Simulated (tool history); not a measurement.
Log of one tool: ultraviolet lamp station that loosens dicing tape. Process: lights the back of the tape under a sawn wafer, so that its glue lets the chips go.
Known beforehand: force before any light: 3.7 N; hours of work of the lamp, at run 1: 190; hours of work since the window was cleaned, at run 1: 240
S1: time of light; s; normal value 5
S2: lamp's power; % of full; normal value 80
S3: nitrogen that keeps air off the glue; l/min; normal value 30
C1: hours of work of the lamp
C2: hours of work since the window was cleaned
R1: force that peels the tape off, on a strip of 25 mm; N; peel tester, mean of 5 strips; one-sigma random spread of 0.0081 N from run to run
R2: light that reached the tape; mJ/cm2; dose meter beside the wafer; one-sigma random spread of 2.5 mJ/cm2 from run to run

{"run": 1, "hour": 0.0, "S1": 5, "S2": 80, "S3": 30, "C1": 190, "C2": 240, "R1": 0.324, "R2": 320}
{"run": 2, "hour": 13.1, "S1": 5, "S2": 69, "S3": 30, "C1": 197, "C2": 247, "R1": 0.404, "R2": 267}
{"run": 3, "hour": 21.1, "S1": 5, "S2": 69, "S3": 30, "C1": 202, "C2": 252, "R1": 0.387, "R2": 272}
{"run": 4, "hour": 38.8, "S1": 5, "S2": 80, "S3": 15, "C1": 211, "C2": 261, "R1": 0.403, "R2": 316}
{"run": 5, "hour": 51.6, "S1": 5, "S2": 83, "S3": 15, "C1": 219, "C2": 269, "R1": 0.393, "R2": 327}
{"run": 6, "hour": 68.0, "S1": 5, "S2": 83, "S3": 15, "C1": 228, "C2": 278, "R1": 0.382, "R2": 328}
{"run": 7, "hour": 78.3, "S1": 5, "S2": 80, "S3": 30, "C1": 234, "C2": 284, "R1": 0.329, "R2": 319}
{"run": 8, "hour": 86.6, "S1": 5, "S2": 80, "S3": 30, "C1": 238, "C2": 288, "R1": 0.324, "R2": 315}
{"run": 9, "hour": 101.3, "S1": 3, "S2": 80, "S3": 30, "C1": 246, "C2": 296, "R1": 0.686, "R2": 188}
{"run": 10, "hour": 108.8, "S1": 5, "S2": 80, "S3": 14, "C1": 251, "C2": 301, "R1": 0.412, "R2": 318}
{"run": 11, "hour": 122.8, "S1": 5, "S2": 80, "S3": 14, "C1": 258, "C2": 308, "R1": 0.433, "R2": 316}
{"run": 12, "hour": 139.6, "S1": 3, "S2": 80, "S3": 57, "C1": 268, "C2": 318, "R1": 0.568, "R2": 191}
{"run": 13, "hour": 151.2, "S1": 3, "S2": 80, "S3": 57, "C1": 274, "C2": 324, "R1": 0.583, "R2": 193}
{"run": 14, "hour": 162.4, "S1": 2, "S2": 73, "S3": 57, "C1": 281, "C2": 331, "R1": 1.137, "R2": 114}
{"run": 15, "hour": 177.0, "S1": 2, "S2": 73, "S3": 15, "C1": 289, "C2": 339, "R1": 1.417, "R2": 117}
{"run": 16, "hour": 192.8, "S1": 5, "S2": 71, "S3": 15, "C1": 298, "C2": 348, "R1": 0.486, "R2": 280}
{"run": 17, "hour": 201.4, "S1": 5, "S2": 71, "S3": 22, "C1": 302, "C2": 352, "R1": 0.412, "R2": 278}
{"run": 18, "hour": 209.7, "S1": 5, "S2": 71, "S3": 22, "C1": 307, "C2": 357, "R1": 0.421, "R2": 282}
{"run": 19, "hour": 217.4, "S1": 3, "S2": 81, "S3": 30, "C1": 311, "C2": 361, "R1": 0.679, "R2": 191}

Below are 5 alternative next runs, each starting from the tool's condition after run 19. Predict each:
{"run": "A", "hour": 227.8, "S1": 7, "S2": 77, "S3": 11, "C1": 317, "C2": 367, "R1": "?", "R2": "?"}
{"run": "B", "hour": 227.8, "S1": 3, "S2": 71, "S3": 24, "C1": 317, "C2": 367, "R1": "?", "R2": "?"}
{"run": "C", "hour": 227.8, "S1": 3, "S2": 100, "S3": 34, "C1": 317, "C2": 367, "R1": "?", "R2": "?"}
{"run": "D", "hour": 227.8, "S1": 4, "S2": 81, "S3": 16, "C1": 317, "C2": 367, "R1": "?", "R2": "?"}
{"run": "E", "hour": 227.8, "S1": 3, "S2": 81, "S3": 13, "C1": 317, "C2": 367, "R1": "?", "R2": "?"}

run=A R1=0.295 R2=422
run=B R1=0.860 R2=166
run=C R1=0.471 R2=236
run=D R1=0.534 R2=260
run=E R1=0.899 R2=193
The same runs, with their run-to-run variation unchanged, on a tool lacking any hidden condition would have given:
run=A R1=0.294 R2=423
run=B R1=0.857 R2=166
run=C R1=0.470 R2=237
run=D R1=0.532 R2=260
run=E R1=0.896 R2=194
